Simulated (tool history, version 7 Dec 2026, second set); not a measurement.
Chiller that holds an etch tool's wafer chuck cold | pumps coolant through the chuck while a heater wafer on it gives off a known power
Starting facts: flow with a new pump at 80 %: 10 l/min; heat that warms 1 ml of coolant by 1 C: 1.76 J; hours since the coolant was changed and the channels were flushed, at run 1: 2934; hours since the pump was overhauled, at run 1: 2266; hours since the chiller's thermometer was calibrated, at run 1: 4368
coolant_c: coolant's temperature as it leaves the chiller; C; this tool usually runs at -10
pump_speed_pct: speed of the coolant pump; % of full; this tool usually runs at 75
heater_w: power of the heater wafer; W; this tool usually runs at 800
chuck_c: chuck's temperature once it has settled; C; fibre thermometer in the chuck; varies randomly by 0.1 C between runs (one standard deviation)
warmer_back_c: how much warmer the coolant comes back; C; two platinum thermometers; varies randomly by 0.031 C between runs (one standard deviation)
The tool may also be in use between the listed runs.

| run | hour | coolant_c | pump_speed_pct | heater_w | hours since the coolant was changed and the channels were flushed | hours since the pump was overhauled | hours since the chiller's thermometer was calibrated | chuck_c | warmer_back_c |
|---|---|---|---|---|---|---|---|---|---|
| 1 | 0 | -10 | 75 | 800 | 2934 | 2266 | 4368 | -1 | 3.19 |
| 2 | 60 | -10 | 75 | 800 | 2994 | 2326 | 4428 | -0.9 | 3.15 |
| 3 | 107 | -10 | 75 | 800 | 3041 | 2373 | 4475 | -0.9 | 3.15 |
| 4 | 158.6 | -10 | 73 | 800 | 3093 | 2425 | 4527 | -0.7 | 3.3 |
| 5 | 211.1 | -10 | 73 | 800 | 3145 | 2477 | 4579 | -0.6 | 3.29 |
| 6 | 252.3 | -10 | 73 | 800 | 3186 | 2518 | 4620 | -0.6 | 3.26 |
| 7 | 320.5 | -10 | 73 | 800 | 3254 | 2586 | 4689 | -0.6 | 3.26 |
| 8 | 362.5 | -10 | 73 | 800 | 3296 | 2628 | 4731 | -0.7 | 3.3 |
| 9 | 398.6 | -10 | 75 | 800 | 3333 | 2665 | 4767 | -0.8 | 3.19 |
| 10 | 445 | -10 | 75 | 1141 | 3379 | 2711 | 4813 | 3.1 | 4.5 |
| 11 | 497.8 | -10 | 75 | 1141 | 3432 | 2764 | 4866 | 3.2 | 4.46 |
|  | 559.2 | coolant changed, channels flushed |
| 12 | 560.9 | -10 | 75 | 1141 | 2 | 2821 | 4923 | 1.6 | 4.59 |
| 13 | 610 | -10 | 75 | 1141 | 51 | 2870 | 4972 | 1.7 | 4.59 |
| 14 | 655.2 | -10 | 75 | 1141 | 96 | 2915 | 5017 | 1.6 | 4.57 |
| 15 | 726.7 | -10 | 75 | 1141 | 168 | 2987 | 5089 | 1.9 | 4.59 |
| 16 | 760.9 | -10 | 75 | 1141 | 202 | 3021 | 5123 | 1.7 | 4.61 |
| 17 | 799.1 | -4 | 61 | 683 | 240 | 3059 | 5161 | 4.5 | 3.31 |
| 18 | 834 | -10 | 75 | 773 | 275 | 3094 | 5196 | -1.6 | 3.11 |
| 19 | 901.6 | -10 | 75 | 773 | 342 | 3162 | 5264 | -1.6 | 3.17 |
| 20 | 934.9 | -10 | 75 | 773 | 376 | 3195 | 5297 | -1.5 | 3.12 |
| 21 | 993.3 | -10 | 73 | 1180 | 434 | 3253 | 5355 | 2.7 | 4.89 |
| 22 | 1031.8 | -17 | 88 | 450 | 473 | 3292 | 5394 | -12.4 | 1.59 |
| 23 | 1094.7 | -14 | 91 | 403 | 536 | 3355 | 5457 | -10.1 | 1.3 |
| 24 | 1133.4 | -15 | 91 | 676 | 574 | 3393 | 5495 | -8.3 | 2.26 |
| 25 | 1188.8 | -15 | 67 | 676 | 630 | 3449 | 5551 | -6.7 | 3.11 |
|  | 1208.3 | chiller's thermometer calibrated |
| 26 | 1231.5 | -10 | 75 | 678 | 671 | 3490 | 23 | -3 | 2.83 |
| 27 | 1274.9 | -4 | 71 | 658 | 715 | 3534 | 67 | 3 | 2.83 |
| 28 | 1330.6 | -10 | 75 | 659 | 770 | 3590 | 122 | -3.3 | 2.77 |
| 29 | 1391.8 | -10 | 79 | 499 | 832 | 3651 | 184 | -5.2 | 1.98 |
| 30 | 1437.8 | -10 | 79 | 499 | 878 | 3697 | 230 | -5.2 | 1.93 |

The logged runs with the hidden state left out (each run's random variation unchanged):
The hidden state here: heat passed by the chuck's channels, % of clean ones'; flow at a given pump speed, % of a new pump's; coolant's true temperature over the reading, C; drift of the gauge itself on chuck_c, C; drift of the gauge itself on warmer_back_c, C.
| run | chuck_c | warmer_back_c |
|---|---|---|
| 1 | -2.8 | 2.97 |
| 2 | -2.8 | 2.92 |
| 3 | -2.8 | 2.91 |
| 4 | -2.7 | 3.06 |
| 5 | -2.6 | 3.04 |
| 6 | -2.6 | 3 |
| 7 | -2.6 | 3 |
| 8 | -2.7 | 3.03 |
| 9 | -2.9 | 2.93 |
| 10 | 0.4 | 4.12 |
| 11 | 0.4 | 4.07 |
| 12 | 0.2 | 4.19 |
| 13 | 0.2 | 4.18 |
| 14 | 0.2 | 4.16 |
| 15 | 0.4 | 4.17 |
| 16 | 0.2 | 4.19 |
| 17 | 3.2 | 2.99 |
| 18 | -2.9 | 2.81 |
| 19 | -3 | 2.86 |
| 20 | -2.9 | 2.81 |
| 21 | 0.9 | 4.4 |
| 22 | -13.4 | 1.43 |
| 23 | -11.1 | 1.16 |
| 24 | -9.6 | 2.03 |
| 25 | -8.2 | 2.79 |
| 26 | -3.7 | 2.53 |
| 27 | 2.3 | 2.53 |
| 28 | -4 | 2.47 |
| 29 | -5.8 | 1.77 |
| 30 | -5.7 | 1.71 |
